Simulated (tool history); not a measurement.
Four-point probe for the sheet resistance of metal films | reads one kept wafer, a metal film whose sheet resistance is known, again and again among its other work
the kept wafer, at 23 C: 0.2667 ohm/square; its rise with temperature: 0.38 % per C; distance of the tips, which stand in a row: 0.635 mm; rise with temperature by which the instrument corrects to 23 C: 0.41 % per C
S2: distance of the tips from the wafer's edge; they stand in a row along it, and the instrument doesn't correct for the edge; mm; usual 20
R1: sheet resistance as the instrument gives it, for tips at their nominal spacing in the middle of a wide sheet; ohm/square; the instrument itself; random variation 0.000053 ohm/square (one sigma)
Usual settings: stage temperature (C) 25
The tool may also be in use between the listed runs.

Run 1, day 0.000: usual settings. Result: R1 0.266724 ohm/square.
Run 2, day 2.062: usual settings but S2 29 mm. Result: R1 0.266526 ohm/square.
Run 3, day 5.258: usual settings but S2 29 mm. Result: R1 0.266447 ohm/square.
Run 4, day 7.908: usual settings but S2 29 mm. Result: R1 0.266587 ohm/square.
Run 5, day 12.583: usual settings but S2 29 mm. Result: R1 0.266653 ohm/square.
Run 6, day 15.042: usual settings but S2 29 mm. Result: R1 0.266627 ohm/square.
Run 7, day 19.142: usual settings but S2 29 mm. Result: R1 0.266687 ohm/square.
Run 8, day 23.483: usual settings but S2 29 mm. Result: R1 0.266562 ohm/square.
Run 9, day 26.638: usual settings but S2 29 mm. Result: R1 0.266666 ohm/square.
Run 10, day 28.908: usual settings. Result: R1 0.266670 ohm/square.
Run 11, day 33.058: usual settings. Result: R1 0.266730 ohm/square.
Run 12, day 37.062: usual settings but stage temperature (C) 24, S2 11 mm. Result: R1 0.267136 ohm/square.
At day 37.475: stage's thermometer calibrated.
Run 13, day 40.462: usual settings but stage temperature (C) 20, S2 10 mm. Result: R1 0.267450 ohm/square.
Run 14, day 45.038: usual settings but stage temperature (C) 20, S2 10 mm. Result: R1 0.267618 ohm/square.
Run 15, day 47.083: usual settings but stage temperature (C) 20, S2 10 mm. Result: R1 0.267477 ohm/square.
Run 16, day 50.042: usual settings but stage temperature (C) 31, S2 5 mm. Result: R1 0.268312 ohm/square.
Run 17, day 52.662: usual settings but stage temperature (C) 20, S2 6 mm. Result: R1 0.268515 ohm/square.
Run 18, day 55.025: usual settings but stage temperature (C) 20, S2 6 mm. Result: R1 0.268580 ohm/square.
Run 19, day 59.650: usual settings but stage temperature (C) 28, S2 6 mm. Result: R1 0.267880 ohm/square.
Run 20, day 61.792: usual settings but stage temperature (C) 34, S2 33 mm. Result: R1 0.265832 ohm/square.
Run 21, day 66.038: usual settings but stage temperature (C) 21, S2 33 mm. Result: R1 0.266897 ohm/square.

3 ways to go on from here, each from the tool as it stands after run 21. What would each give?
Run A, day 69.392: usual settings but stage temperature (C) 33, S2 33 mm. Result: R1 ?.
Run B, day 69.392: usual settings but stage temperature (C) 19, S2 7 mm. Result: R1 ?.
Run C, day 69.392: usual settings but stage temperature (C) 20, S2 6 mm. Result: R1 ?.

run        R1
  A  0.265921
  B  0.268267
  C  0.268470
Without the tool's hidden state the same runs would have given:
run        R1
  A  0.265958
  B  0.268305
  C  0.268508
